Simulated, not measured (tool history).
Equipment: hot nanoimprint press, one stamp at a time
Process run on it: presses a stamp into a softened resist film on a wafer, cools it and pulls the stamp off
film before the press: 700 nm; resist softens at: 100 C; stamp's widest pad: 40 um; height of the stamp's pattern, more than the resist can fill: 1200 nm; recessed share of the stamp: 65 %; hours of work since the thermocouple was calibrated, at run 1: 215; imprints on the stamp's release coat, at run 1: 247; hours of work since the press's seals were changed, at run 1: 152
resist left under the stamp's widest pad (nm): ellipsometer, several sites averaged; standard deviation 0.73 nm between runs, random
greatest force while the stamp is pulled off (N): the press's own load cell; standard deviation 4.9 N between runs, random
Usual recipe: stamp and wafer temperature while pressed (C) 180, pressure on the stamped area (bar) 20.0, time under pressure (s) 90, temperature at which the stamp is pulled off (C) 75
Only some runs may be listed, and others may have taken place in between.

run,day,stamp and wafer temperature while pressed (C),pressure on the stamped area (bar),time under pressure (s),temperature at which the stamp is pulled off (C),hours of work since the thermocouple was calibrated,imprints on the stamp's release coat,hours of work since the press's seals were changed,resist left under the stamp's widest pad (nm),greatest force while the stamp is pulled off (N)
1,0.000,180,20.0,90,75,215,247,152,374.4,250
2,0.354,169,20.0,90,75,221,286,158,556.5,245
3,0.596,180,20.0,90,63,224,313,161,374.1,354
4,0.992,180,20.0,90,63,230,357,167,373.8,353
5,1.433,180,20.0,90,63,237,405,174,374.7,363
6,1.729,180,20.0,90,72,241,438,178,374.8,283
7,2.129,180,17.4,90,72,247,482,184,393.2,281
8,2.350,180,17.4,90,72,251,506,188,394.1,281
9,2.633,179,17.4,90,72,255,538,192,409.2,289
10,2.929,188,20.0,90,75,260,570,196,260.5,267
11,3.233,188,20.0,90,75,264,604,201,259.9,266
# day 3.400: plate thermocouple calibrated
12,3.671,188,20.0,90,75,4,638,206,258.5,260
13,3.975,180,20.0,90,75,9,672,210,371.4,273
14,4.158,180,20.0,90,75,11,692,213,372.2,273
15,4.496,180,18.1,90,75,17,729,218,385.9,279
16,4.921,180,16.8,152,75,23,776,224,327.4,283
17,5.225,190,20.0,46,75,28,810,229,311.8,283
# day 5.475: plate thermocouple calibrated, once more
18,5.779,190,20.0,86,62,5,857,236,244.9,396
19,6.008,179,15.6,46,60,8,883,239,513.1,425
20,6.300,179,15.6,46,60,12,914,243,515.1,421
21,6.525,179,27.2,46,64,16,939,247,440.7,380
22,6.733,180,20.0,118,75,19,962,250,341.8,300
23,7.075,188,13.1,90,75,24,1000,255,315.3,285
24,7.371,188,13.1,90,75,29,1032,259,315.0,295
25,7.554,181,28.8,90,75,31,1053,262,314.0,288
26,7.842,181,28.8,90,75,36,1084,267,311.9,296
27,8.233,180,20.0,90,68,42,1128,273,376.1,358
28,8.504,180,20.0,90,68,46,1158,277,377.6,364
29,8.721,180,20.0,90,68,49,1182,280,377.4,352
30,8.962,176,20.0,105,62,53,1208,284,423.2,408

How the hidden state differs across the entries between the runs, from the last listed run before each to the first after it:
In the gap between runs 11 and 12: plate thermocouple calibrated (day 3.400)
  true temperature over the reading, C: 0.56 -> 0.65; pressure that arrives at the usual setting, %: 99.88 -> 99.87; grip of the stamp's worn release coat, % over a new coat's: 13.6 -> 14.4
  what was measured, less what the result would be without the hidden state, resist left under the stamp's widest pad (nm): -6.6 -> -7.8; greatest force while the stamp is pulled off (N): +28 -> +28
In the gap between runs 17 and 18: plate thermocouple calibrated, once more (day 5.475)
  true temperature over the reading, C: 0.7 -> 0.27; pressure that arrives at the usual setting, %: 99.8 -> 99.79; grip of the stamp's worn release coat, % over a new coat's: 18.3 -> 19.4
  what was measured, less what the result would be without the hidden state, resist left under the stamp's widest pad (nm): -8.9 -> -2.8; greatest force while the stamp is pulled off (N): +39 -> +62
